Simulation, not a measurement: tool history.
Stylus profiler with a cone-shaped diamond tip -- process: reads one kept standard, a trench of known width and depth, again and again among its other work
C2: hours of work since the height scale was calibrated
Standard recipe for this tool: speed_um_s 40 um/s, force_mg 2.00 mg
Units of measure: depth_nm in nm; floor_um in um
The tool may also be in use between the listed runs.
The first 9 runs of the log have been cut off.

run 10 hour=202.3 | speed_um_s=14 force_mg=2.00 | scans_with_this_tip=1441 C2=270 | depth_nm=100.94 floor_um=47.75
run 11 hour=226.3 | speed_um_s=14 force_mg=4.72 | scans_with_this_tip=1541 C2=289 | depth_nm=101.65 floor_um=47.79
run 12 hour=256.7 | speed_um_s=14 force_mg=4.72 | scans_with_this_tip=1668 C2=313 | depth_nm=101.68 floor_um=47.78
run 13 hour=281.8 | speed_um_s=54 force_mg=4.72 | scans_with_this_tip=1773 C2=333 | depth_nm=101.64 floor_um=47.56
run 14 hour=308.2 | speed_um_s=54 force_mg=4.72 | scans_with_this_tip=1882 C2=353 | depth_nm=101.70 floor_um=47.51
run 15 hour=341.5 | speed_um_s=131 force_mg=2.00 | scans_with_this_tip=2021 C2=379 | depth_nm=100.91 floor_um=46.87
run 16 hour=361.2 | speed_um_s=131 force_mg=2.00 | scans_with_this_tip=2103 C2=395 | depth_nm=100.93 floor_um=46.90
run 17 hour=387.6 | speed_um_s=131 force_mg=2.00 | scans_with_this_tip=2213 C2=415 | depth_nm=100.84 floor_um=46.83
run 18 hour=407.2 | speed_um_s=131 force_mg=2.00 | scans_with_this_tip=2295 C2=431 | depth_nm=100.89 floor_um=46.85
run 19 hour=426.0 | speed_um_s=68 force_mg=2.00 | scans_with_this_tip=2373 C2=445 | depth_nm=100.83 floor_um=47.22
run 20 hour=440.2 | speed_um_s=24 force_mg=2.00 | scans_with_this_tip=2432 C2=456 | depth_nm=100.83 floor_um=47.58
run 21 hour=455.7 | speed_um_s=24 force_mg=2.00 | scans_with_this_tip=2497 C2=469 | depth_nm=100.84 floor_um=47.59
run 22 hour=487.6 | speed_um_s=24 force_mg=2.00 | scans_with_this_tip=2630 C2=494 | depth_nm=100.84 floor_um=47.55
run 23 hour=504.9 | speed_um_s=24 force_mg=2.00 | scans_with_this_tip=2702 C2=507 | depth_nm=100.83 floor_um=47.57
run 24 hour=534.3 | speed_um_s=56 force_mg=1.05 | scans_with_this_tip=2824 C2=530 | depth_nm=100.49 floor_um=47.17
run 25 hour=568.2 | speed_um_s=56 force_mg=1.11 | scans_with_this_tip=2966 C2=557 | depth_nm=100.46 floor_um=47.20
run 26 hour=594.3 | speed_um_s=56 force_mg=1.11 | scans_with_this_tip=3075 C2=577 | depth_nm=100.52 floor_um=47.14
run 27 hour=614.1 | speed_um_s=56 force_mg=1.11 | scans_with_this_tip=3157 C2=592 | depth_nm=100.47 floor_um=47.13
run 28 hour=647.6 | speed_um_s=56 force_mg=1.11 | scans_with_this_tip=3297 C2=619 | depth_nm=100.50 floor_um=47.08
run 29 hour=675.9 | speed_um_s=67 force_mg=2.15 | scans_with_this_tip=3415 C2=641 | depth_nm=100.85 floor_um=47.21
run 30 hour=691.6 | speed_um_s=131 force_mg=0.89 | scans_with_this_tip=3480 C2=653 | depth_nm=100.37 floor_um=46.22
run 31 hour=710.4 | speed_um_s=73 force_mg=1.25 | scans_with_this_tip=3558 C2=668 | depth_nm=100.53 floor_um=47.02
run 32 hour=728.0 | speed_um_s=73 force_mg=1.25 | scans_with_this_tip=3632 C2=682 | depth_nm=100.48 floor_um=47.02

Expected results for the next run?
run 33 hour=758.7 | speed_um_s=73 force_mg=1.25 | scans_with_this_tip=3760 C2=706 | depth_nm=? floor_um=?

depth_nm: 100.54 nm
floor_um: 46.96 um
On a tool with no hidden condition, and with the same random variation, this run would have come out at depth_nm 100.77 nm, floor_um 47.36 um.
